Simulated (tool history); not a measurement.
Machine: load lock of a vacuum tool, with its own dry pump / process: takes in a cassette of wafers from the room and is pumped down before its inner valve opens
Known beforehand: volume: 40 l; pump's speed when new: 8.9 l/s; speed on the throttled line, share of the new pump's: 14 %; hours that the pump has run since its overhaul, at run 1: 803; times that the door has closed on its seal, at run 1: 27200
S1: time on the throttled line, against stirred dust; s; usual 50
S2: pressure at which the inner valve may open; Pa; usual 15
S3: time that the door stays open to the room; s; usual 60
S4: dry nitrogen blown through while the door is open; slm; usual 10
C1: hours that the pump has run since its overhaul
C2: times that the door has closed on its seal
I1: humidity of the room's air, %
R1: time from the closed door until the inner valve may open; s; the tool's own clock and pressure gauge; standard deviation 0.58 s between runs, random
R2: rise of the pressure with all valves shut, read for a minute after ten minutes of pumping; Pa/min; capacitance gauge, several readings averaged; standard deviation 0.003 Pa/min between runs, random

Run 1, hour 0: usual settings; C1 803; C2 27200; I1 45.6. Result: R1 83 s, R2 0.095 Pa/min.
Run 2, hour 111.1: usual settings; C1 914; C2 27728; I1 43.8. Result: R1 83.4 s, R2 0.104 Pa/min.
Run 3, hour 183.2: usual settings but S3 42 s; C1 986; C2 28070; I1 44.8. Result: R1 84.3 s, R2 0.091 Pa/min.
Run 4, hour 292.5: usual settings but S1 70 s, S3 42 s; C1 1096; C2 28589; I1 44.9. Result: R1 100.4 s, R2 0.095 Pa/min.
Run 5, hour 355.4: usual settings but S1 80 s, S3 42 s; C1 1159; C2 28888; I1 45.1. Result: R1 109.7 s, R2 0.098 Pa/min.
Run 6, hour 426.3: usual settings but S3 61 s; C1 1230; C2 29225; I1 46.2. Result: R1 84.1 s, R2 0.105 Pa/min.
Run 7, hour 480.7: usual settings but S2 20 Pa, S3 61 s; C1 1284; C2 29483; I1 42.7. Result: R1 82.9 s, R2 0.106 Pa/min.
Run 8, hour 562.5: usual settings but S2 26 Pa, S3 61 s; C1 1366; C2 29872; I1 43.9. Result: R1 80.9 s, R2 0.11 Pa/min.
Run 9, hour 667.4: usual settings but S2 26 Pa, S3 61 s; C1 1471; C2 30370; I1 40.7. Result: R1 81.6 s, R2 0.109 Pa/min.
Run 10, hour 725.7: usual settings but S1 35 s; C1 1529; C2 30647; I1 40.8. Result: R1 72.4 s, R2 0.1 Pa/min.
Run 11, hour 806.7: usual settings but S1 52 s; C1 1610; C2 31032; I1 47.4. Result: R1 86.2 s, R2 0.121 Pa/min.
Run 12, hour 863.9: usual settings; C1 1667; C2 31304; I1 44.2. Result: R1 84.7 s, R2 0.109 Pa/min.
Run 13, hour 964.3: usual settings; C1 1768; C2 31781; I1 44.9. Result: R1 84.9 s, R2 0.115 Pa/min.
Run 14, hour 1017.3: usual settings; C1 1821; C2 32032; I1 45.7. Result: R1 84.1 s, R2 0.114 Pa/min.
Run 15, hour 1066: usual settings; C1 1869; C2 32264; I1 44.5. Result: R1 84.4 s, R2 0.111 Pa/min.
Run 16, hour 1142.4: usual settings; C1 1946; C2 32627; I1 45. Result: R1 84.7 s, R2 0.115 Pa/min.
Run 17, hour 1231.7: usual settings; C1 2035; C2 33051; I1 46.3. Result: R1 84.2 s, R2 0.121 Pa/min.
Run 18, hour 1294.2: usual settings but S4 6 slm; C1 2097; C2 33348; I1 46. Result: R1 84.5 s, R2 0.128 Pa/min.
Run 19, hour 1403.3: usual settings but S4 6 slm; C1 2207; C2 33866; I1 47.4. Result: R1 84.5 s, R2 0.134 Pa/min.
Run 20, hour 1471.9: usual settings but S1 65 s, S3 200 s; C1 2275; C2 34192; I1 44.1. Result: R1 96.6 s, R2 0.18 Pa/min.
Run 21, hour 1555.2: usual settings but S1 65 s, S3 200 s; C1 2358; C2 34588; I1 43.9. Result: R1 98 s, R2 0.182 Pa/min.
Run 22, hour 1652.4: usual settings but S1 65 s, S2 24 Pa, S3 200 s, S4 12 slm; C1 2456; C2 35049; I1 44. Result: R1 96.4 s, R2 0.172 Pa/min.
Run 23, hour 1730.9: usual settings but S1 65 s, S2 24 Pa, S3 200 s, S4 12 slm; C1 2534; C2 35423; I1 42.7. Result: R1 95.6 s, R2 0.174 Pa/min.
Run 24, hour 1801.3: usual settings but S1 29 s, S2 14 Pa, S3 92 s, S4 7 slm; C1 2605; C2 35757; I1 47.9. Result: R1 67.8 s, R2 0.16 Pa/min.
Run 25, hour 1871.3: usual settings but S1 93 s, S3 173 s, S4 7 slm; C1 2675; C2 36089; I1 43.1. Result: R1 122.8 s, R2 0.187 Pa/min.
Run 26, hour 1945.3: usual settings but S1 89 s, S3 43 s; C1 2749; C2 36441; I1 46.5. Result: R1 119 s, R2 0.128 Pa/min.
Run 27, hour 2042.3: usual settings but S1 57 s, S3 43 s; C1 2846; C2 36902; I1 47.9. Result: R1 91.2 s, R2 0.122 Pa/min.
Run 28, hour 2126.1: usual settings but S1 57 s, S3 43 s; C1 2929; C2 37300; I1 47.3. Result: R1 93.2 s, R2 0.129 Pa/min.
Run 29, hour 2212.1: usual settings but S1 30 s, S2 11 Pa, S3 104 s, S4 34 slm; C1 3015; C2 37708; I1 42.1. Result: R1 70.2 s, R2 0.126 Pa/min.
Run 30, hour 2258: usual settings but S1 29 s, S2 21 Pa, S3 69 s, S4 28 slm; C1 3061; C2 37926; I1 41.9. Result: R1 65.9 s, R2 0.124 Pa/min.
Run 31, hour 2314.1: usual settings but S1 27 s, S2 21 Pa, S3 69 s, S4 4 slm; C1 3117; C2 38193; I1 47.5. Result: R1 64.6 s, R2 0.159 Pa/min.
Run 32, hour 2400.1: usual settings but S1 27 s, S2 26 Pa; C1 3203; C2 38601; I1 46. Result: R1 63 s, R2 0.142 Pa/min.
Run 33, hour 2499.9: usual settings but S1 27 s, S2 26 Pa; C1 3303; C2 39076; I1 45.4. Result: R1 63.4 s, R2 0.141 Pa/min.
Run 34, hour 2608.9: usual settings but S1 69 s, S2 29 Pa, S4 36 slm; C1 3412; C2 39593; I1 46.7. Result: R1 99.5 s, R2 0.127 Pa/min.
Run 35, hour 2696.8: usual settings but S2 23 Pa, S3 92 s, S4 27 slm; C1 3500; C2 40011; I1 45.2. Result: R1 84.1 s, R2 0.143 Pa/min.
Run 36, hour 2773.2: usual settings but S1 33 s, S2 20 Pa, S3 196 s, S4 8 slm; C1 3576; C2 40374; I1 42.1. Result: R1 69.6 s, R2 0.205 Pa/min.

Forecast each of these 5 alternatives for the next run:
Run A, hour 2855.4: usual settings but S1 33 s, S2 20 Pa, S3 43 s, S4 8 slm; C1 3659; C2 40765; I1 44.2. Result: R1 ?, R2 ?.
Run B, hour 2855.4: usual settings but S1 45 s, S2 25 Pa, S3 139 s; C1 3659; C2 40765; I1 48.6. Result: R1 ?, R2 ?.
Run C, hour 2855.4: usual settings but S1 33 s, S2 16 Pa, S3 36 s, S4 8 slm; C1 3659; C2 40765; I1 45.4. Result: R1 ?, R2 ?.
Run D, hour 2855.4: usual settings but S1 52 s, S2 12 Pa, S3 196 s, S4 8 slm; C1 3659; C2 40765; I1 46.6. Result: R1 ?, R2 ?.
Run E, hour 2855.4: usual settings but S1 29 s, S2 20 Pa, S3 196 s, S4 8 slm; C1 3659; C2 40765; I1 46.7. Result: R1 ?, R2 ?.

run    R1     R2
  A  69.4  0.138
  B  79.7  0.199
  C  70.2  0.145
  D  87.6  0.222
  E  66.9   0.22
What these runs would have given with no unlogged condition in the tool:
run    R1     R2
  A  66.2   0.04
  B  76.7  0.097
  C  66.9  0.044
  D  84.5  0.119
  E  63.7  0.119
